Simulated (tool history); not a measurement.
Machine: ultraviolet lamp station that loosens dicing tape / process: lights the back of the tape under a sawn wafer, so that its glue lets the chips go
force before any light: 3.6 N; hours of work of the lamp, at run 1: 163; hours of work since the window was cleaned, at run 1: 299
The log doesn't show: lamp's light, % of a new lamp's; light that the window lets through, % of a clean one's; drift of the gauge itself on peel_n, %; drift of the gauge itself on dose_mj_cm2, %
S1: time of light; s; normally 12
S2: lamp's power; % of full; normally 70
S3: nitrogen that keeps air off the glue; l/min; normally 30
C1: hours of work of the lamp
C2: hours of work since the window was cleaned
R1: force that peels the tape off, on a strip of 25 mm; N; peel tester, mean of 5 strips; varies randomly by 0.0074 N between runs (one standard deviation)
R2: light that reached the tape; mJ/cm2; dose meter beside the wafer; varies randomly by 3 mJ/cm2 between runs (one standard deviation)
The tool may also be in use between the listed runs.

run   hour  S1  S2  S3   C1   C2     R1   R2
  1    0.0  12  70  30  163  299  0.307  426
  2    5.8  12  70  22  165  301  0.383  426
  3   15.9  12  70  22  169  305  0.382  427
  4   21.5  12  70  30  171  308  0.322  422
  5   31.8  12  70  30  176  312  0.316  419
  6   43.4  12  70  30  180  316  0.303  418
  7   49.2  12  70  30  183  319  0.317  417
  8   59.2  12  76  30  187  323  0.275  456
  9   68.7  12  70  30  190  327  0.309  417
 10   75.2  12  70  30  193  329  0.319  415
 11   83.5  12  70  30  196  332  0.307  423
 12   90.0  12  70  30  199  335  0.300  419
 13   99.1  12  70  30  203  339  0.308  419
 14  106.2  12  70  30  205  342  0.313  417
 15  114.3  12  70  30  209  345  0.318  417
 16  121.6  12  70  30  212  348  0.315  414
 17  133.1  12  70  30  216  352  0.314  415
 18  144.4  12  70  30  221  357  0.333  416
 19  154.5  12  70  30  225  361  0.314  414
 20  164.0  12  70  30  229  365  0.318  413
 21  170.8  12  97  30  231  368  0.209  576
 22  179.2  12  70  30  235  371  0.332  410
 23  187.0  12  82  30  238  374  0.248  485
 24  198.1  12  82  30  242  379  0.250  480
 25  206.7  15  70  12  246  382  0.426  517
 26  215.3  15  91  12  249  385  0.294  666
 27  223.8  15  71  35  253  389  0.224  518
 28  229.6  15  71  35  255  391  0.222  520
 29  236.4   9  63  10  258  394  1.066  277
 30  246.2   6  79  35  262  398  0.729  233
 31  254.4  12  75  30  265  401  0.290  442
 32  261.4   9  65  30  268  404  0.589  284
 33  267.6   6  60  10  270  406  1.676  175
 34  275.1   6  87  48  273  409  0.559  252
 35  281.6   6  87  48  276  412  0.549  252
 36  293.1   8  87  55  281  417  0.327  336
 37  303.5   6  66  52  285  421  0.763  190
 38  314.6  21  86  15  289  425  0.188  874
 39  323.4  13  64  44  293  429  0.281  403
 40  328.9  13  64  44  295  431  0.277  396
 41  334.2   6  81  15  297  433  1.062  238
 42  345.6   6  81  15  302  438  1.139  236
 43  355.6  23  63  15  306  442  0.232  699

Pick out some run-to-run changes in R1. Of each, how much would a tool without hidden state show as well, from the settings, what came in and chance, and how much is left for the hidden state and any gauge scatter not in both results compared?
Run 28 -> 29: S1 15 -> 9, S2 71 -> 63, S3 35 -> 10. R1 +0.844 N: hidden state +0.111, all else +0.733.
Run 32 -> 33: S1 9 -> 6, S2 65 -> 60, S3 30 -> 10. R1 +1.087 N: hidden state +0.053, all else +1.034.
Run 33 -> 34: S2 60 -> 87, S3 10 -> 48. R1 -1.117 N: hidden state -0.055, all else -1.062.
Run 37 -> 38: S1 6 -> 21, S2 66 -> 86, S3 52 -> 15. R1 -0.575 N: hidden state -0.110, all else -0.465.
Run 42 -> 43: S1 6 -> 23, S2 81 -> 63. R1 -0.907 N: hidden state -0.131, all else -0.776.

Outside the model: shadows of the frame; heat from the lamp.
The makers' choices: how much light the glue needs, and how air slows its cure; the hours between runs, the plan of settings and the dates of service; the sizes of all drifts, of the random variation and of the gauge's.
